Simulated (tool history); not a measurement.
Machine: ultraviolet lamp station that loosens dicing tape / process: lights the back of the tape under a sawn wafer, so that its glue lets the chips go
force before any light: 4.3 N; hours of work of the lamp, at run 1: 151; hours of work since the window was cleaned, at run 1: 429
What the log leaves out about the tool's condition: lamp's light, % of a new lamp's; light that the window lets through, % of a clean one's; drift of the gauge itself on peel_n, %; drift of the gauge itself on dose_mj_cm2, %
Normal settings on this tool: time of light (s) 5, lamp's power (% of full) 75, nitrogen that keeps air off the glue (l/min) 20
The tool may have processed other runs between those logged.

run,day,time of light (s),lamp's power (% of full),nitrogen that keeps air off the glue (l/min),hours of work of the lamp,hours of work since the window was cleaned,force that peels the tape off (N),light that reached the tape (J/m2)
1,0.000,5,75,20,151,429,0.163,4690
2,1.312,5,75,20,164,442,0.162,4700
3,2.675,5,75,11,178,456,0.257,4650
4,4.162,5,75,11,193,471,0.273,4630
5,6.375,5,75,11,215,493,0.270,4610
# day 6.596: window cleaned of glue's vapour
6,7.583,5,75,11,227,10,0.343,4120
7,10.125,5,75,20,253,36,0.230,4080
8,12.683,5,75,20,279,62,0.228,4010
9,15.146,9,75,20,304,87,0.096,7130
# day 16.438: window cleaned of glue's vapour, once more
10,16.750,5,75,8,320,3,0.285,5130
11,17.950,5,75,8,332,15,0.289,5140
12,19.196,5,75,8,345,28,0.291,5050
13,20.367,5,67,8,357,40,0.365,4530
14,22.679,5,67,8,380,63,0.390,4440
15,24.254,5,62,20,396,79,0.212,4130
16,26.025,6,80,23,414,97,0.104,6230
17,27.712,2,67,38,431,114,0.783,1730
18,30.262,2,64,10,457,140,1.559,1660
19,32.717,2,64,10,482,165,1.529,1620
20,34.883,2,64,10,504,187,1.558,1650
21,36.362,4,75,12,519,202,0.394,3740
22,38.167,6,64,10,537,220,0.274,4740
23,39.646,4,79,10,552,235,0.438,3940
24,41.446,4,84,9,570,253,0.413,4170
25,42.633,4,84,9,582,265,0.407,4080
26,43.762,4,80,15,594,277,0.300,3900
27,46.058,3,62,20,617,300,0.729,2250
28,47.900,2,78,20,636,319,0.994,1860
29,49.062,8,74,12,647,330,0.113,7050
30,51.492,8,79,12,672,355,0.118,7440

Some steps in force that peels the tape off (N) between neighbouring runs. How much of each would the tool show without its hidden state too (settings, what came in, random variation), and how much is left for the hidden state, with any gauge scatter that isn't in both results?
Run 16 -> 17: time of light (s) 6 -> 2, lamp's power (% of full) 80 -> 67, nitrogen that keeps air off the glue (l/min) 23 -> 38. force that peels the tape off (N) +0.679: hidden state +0.131, all else +0.548.
Run 17 -> 18: lamp's power (% of full) 67 -> 64, nitrogen that keeps air off the glue (l/min) 38 -> 10. force that peels the tape off (N) +0.776: hidden state +0.058, all else +0.718.
Run 20 -> 21: time of light (s) 2 -> 4, lamp's power (% of full) 64 -> 75, nitrogen that keeps air off the glue (l/min) 10 -> 12. force that peels the tape off (N) -1.164: hidden state -0.117, all else -1.047.
Run 28 -> 29: time of light (s) 2 -> 8, lamp's power (% of full) 78 -> 74, nitrogen that keeps air off the glue (l/min) 20 -> 12. force that peels the tape off (N) -0.881: hidden state -0.250, all else -0.631.
